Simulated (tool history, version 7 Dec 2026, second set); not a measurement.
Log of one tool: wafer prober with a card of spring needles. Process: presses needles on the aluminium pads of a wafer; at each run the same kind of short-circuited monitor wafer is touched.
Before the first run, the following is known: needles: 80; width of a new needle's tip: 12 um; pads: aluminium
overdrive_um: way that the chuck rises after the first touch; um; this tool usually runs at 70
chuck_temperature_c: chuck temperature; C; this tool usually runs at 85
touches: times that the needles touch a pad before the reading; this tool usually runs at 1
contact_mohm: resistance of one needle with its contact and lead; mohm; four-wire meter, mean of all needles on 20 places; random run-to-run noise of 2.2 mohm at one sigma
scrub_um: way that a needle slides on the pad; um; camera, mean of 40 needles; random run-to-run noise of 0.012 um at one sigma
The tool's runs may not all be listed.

run 1 hour=0.0 | overdrive_um=70 chuck_temperature_c=85 touches=1 | contact_mohm=248 scrub_um=9.21
-- hour=13.7 tips cleaned on abrasive film
-- hour=37.2 tips cleaned on abrasive film
run 2 hour=44.8 | overdrive_um=70 chuck_temperature_c=85 touches=1 | contact_mohm=247 scrub_um=9.22
-- hour=62.0 tips cleaned on abrasive film
-- hour=86.9 tips cleaned on abrasive film
run 3 hour=105.1 | overdrive_um=70 chuck_temperature_c=85 touches=1 | contact_mohm=248 scrub_um=9.18
-- hour=112.9 tips cleaned on abrasive film
-- hour=137.4 tips cleaned on abrasive film
-- hour=162.4 tips cleaned on abrasive film
run 4 hour=173.5 | overdrive_um=70 chuck_temperature_c=85 touches=1 | contact_mohm=254 scrub_um=9.16
-- hour=187.4 tips cleaned on abrasive film
-- hour=213.1 tips cleaned on abrasive film
run 5 hour=234.6 | overdrive_um=70 chuck_temperature_c=85 touches=1 | contact_mohm=247 scrub_um=9.14
-- hour=240.3 tips cleaned on abrasive film
-- hour=266.9 tips cleaned on abrasive film
run 6 hour=288.1 | overdrive_um=70 chuck_temperature_c=85 touches=1 | contact_mohm=250 scrub_um=9.15
-- hour=293.5 tips cleaned on abrasive film
-- hour=314.1 height of the first contact set anew
-- hour=318.0 tips cleaned on abrasive film
run 7 hour=322.3 | overdrive_um=70 chuck_temperature_c=85 touches=1 | contact_mohm=253 scrub_um=9.14
-- hour=343.3 tips cleaned on abrasive film
-- hour=368.5 tips cleaned on abrasive film
run 8 hour=378.9 | overdrive_um=70 chuck_temperature_c=85 touches=1 | contact_mohm=253 scrub_um=9.12
-- hour=395.7 tips cleaned on abrasive film
-- hour=422.3 tips cleaned on abrasive film
run 9 hour=430.0 | overdrive_um=70 chuck_temperature_c=85 touches=1 | contact_mohm=249 scrub_um=9.10
-- hour=448.3 tips cleaned on abrasive film
-- hour=475.4 tips cleaned on abrasive film
run 10 hour=486.6 | overdrive_um=70 chuck_temperature_c=85 touches=2 | contact_mohm=248 scrub_um=9.10
-- hour=500.4 tips cleaned on abrasive film
-- hour=524.4 tips cleaned on abrasive film
run 11 hour=529.1 | overdrive_um=70 chuck_temperature_c=92 touches=2 | contact_mohm=248 scrub_um=9.10
-- hour=547.2 tips cleaned on abrasive film
-- hour=572.9 tips cleaned on abrasive film
-- hour=595.3 tips cleaned on abrasive film
run 12 hour=597.4 | overdrive_um=89 chuck_temperature_c=85 touches=1 | contact_mohm=247 scrub_um=11.56
-- hour=620.0 tips cleaned on abrasive film
-- hour=645.0 tips cleaned on abrasive film
run 13 hour=651.0 | overdrive_um=89 chuck_temperature_c=85 touches=1 | contact_mohm=250 scrub_um=11.54
-- hour=665.8 height of the first contact set anew
-- hour=670.7 tips cleaned on abrasive film
-- hour=695.9 tips cleaned on abrasive film
run 14 hour=711.3 | overdrive_um=74 chuck_temperature_c=85 touches=1 | contact_mohm=255 scrub_um=9.57
-- hour=719.5 tips cleaned on abrasive film
-- hour=745.4 tips cleaned on abrasive film
run 15 hour=766.1 | overdrive_um=61 chuck_temperature_c=85 touches=1 | contact_mohm=254 scrub_um=7.87
-- hour=771.8 tips cleaned on abrasive film
-- hour=795.5 tips cleaned on abrasive film
run 16 hour=805.3 | overdrive_um=80 chuck_temperature_c=39 touches=1 | contact_mohm=240 scrub_um=10.32
-- hour=819.9 tips cleaned on abrasive film
run 17 hour=842.1 | overdrive_um=52 chuck_temperature_c=66 touches=1 | contact_mohm=253 scrub_um=6.72
-- hour=847.8 tips cleaned on abrasive film
-- hour=873.0 tips cleaned on abrasive film
run 18 hour=885.4 | overdrive_um=70 chuck_temperature_c=85 touches=2 | contact_mohm=254 scrub_um=9.05
-- hour=896.5 tips cleaned on abrasive film
-- hour=923.4 tips cleaned on abrasive film
run 19 hour=924.9 | overdrive_um=70 chuck_temperature_c=89 touches=2 | contact_mohm=250 scrub_um=9.02
-- hour=949.5 tips cleaned on abrasive film
-- hour=976.1 tips cleaned on abrasive film
run 20 hour=986.7 | overdrive_um=70 chuck_temperature_c=42 touches=2 | contact_mohm=236 scrub_um=9.00
-- hour=1000.3 tips cleaned on abrasive film
-- hour=1019.3 height of the first contact set anew
run 21 hour=1019.3 | overdrive_um=68 chuck_temperature_c=123 touches=2 | contact_mohm=258 scrub_um=8.76
-- hour=1025.0 tips cleaned on abrasive film
-- hour=1049.8 tips cleaned on abrasive film
-- hour=1065.3 gauge calibrated
run 22 hour=1068.5 | overdrive_um=75 chuck_temperature_c=85 touches=2 | contact_mohm=247 scrub_um=9.88
-- hour=1077.0 tips cleaned on abrasive film
-- hour=1101.4 tips cleaned on abrasive film
-- hour=1125.7 tips cleaned on abrasive film
run 23 hour=1129.5 | overdrive_um=53 chuck_temperature_c=33 touches=2 | contact_mohm=241 scrub_um=6.97
-- hour=1150.8 tips cleaned on abrasive film
run 24 hour=1163.8 | overdrive_um=72 chuck_temperature_c=43 touches=1 | contact_mohm=237 scrub_um=9.46
-- hour=1173.3 tips cleaned on abrasive film
-- hour=1197.9 tips cleaned on abrasive film
-- hour=1220.7 tips cleaned on abrasive film
run 25 hour=1223.5 | overdrive_um=72 chuck_temperature_c=43 touches=1 | contact_mohm=238 scrub_um=9.45
-- hour=1247.2 tips cleaned on abrasive film
-- hour=1273.4 tips cleaned on abrasive film
run 26 hour=1281.3 | overdrive_um=80 chuck_temperature_c=36 touches=2 | contact_mohm=236 scrub_um=10.48
-- hour=1297.7 tips cleaned on abrasive film
-- hour=1323.0 tips cleaned on abrasive film
run 27 hour=1337.4 | overdrive_um=62 chuck_temperature_c=36 touches=2 | contact_mohm=239 scrub_um=8.13
-- hour=1347.2 tips cleaned on abrasive film
run 28 hour=1368.4 | overdrive_um=78 chuck_temperature_c=36 touches=2 | contact_mohm=238 scrub_um=10.20
-- hour=1373.0 tips cleaned on abrasive film
-- hour=1373.3 height of the first contact set anew
-- hour=1396.8 tips cleaned on abrasive film
-- hour=1422.0 tips cleaned on abrasive film
run 29 hour=1423.7 | overdrive_um=90 chuck_temperature_c=26 touches=1 | contact_mohm=230 scrub_um=11.76

Here are 3 independent what-if runs from the current tool condition. What would each one return?
-- hour=1445.5 tips cleaned on abrasive film
run A hour=1463.6 | overdrive_um=90 chuck_temperature_c=26 touches=2 | contact_mohm=? scrub_um=?
-- hour=1445.5 tips cleaned on abrasive film
run B hour=1463.6 | overdrive_um=90 chuck_temperature_c=105 touches=1 | contact_mohm=? scrub_um=?
-- hour=1445.5 tips cleaned on abrasive film
run C hour=1463.6 | overdrive_um=71 chuck_temperature_c=85 touches=1 | contact_mohm=? scrub_um=?

run=A contact_mohm=234 scrub_um=11.75
run=B contact_mohm=255 scrub_um=11.71
run=C contact_mohm=252 scrub_um=9.25
The same runs, with their run-to-run variation unchanged, on a tool lacking any hidden condition would have given:
run=A contact_mohm=234 scrub_um=11.86
run=B contact_mohm=255 scrub_um=11.82
run=C contact_mohm=252 scrub_um=9.34
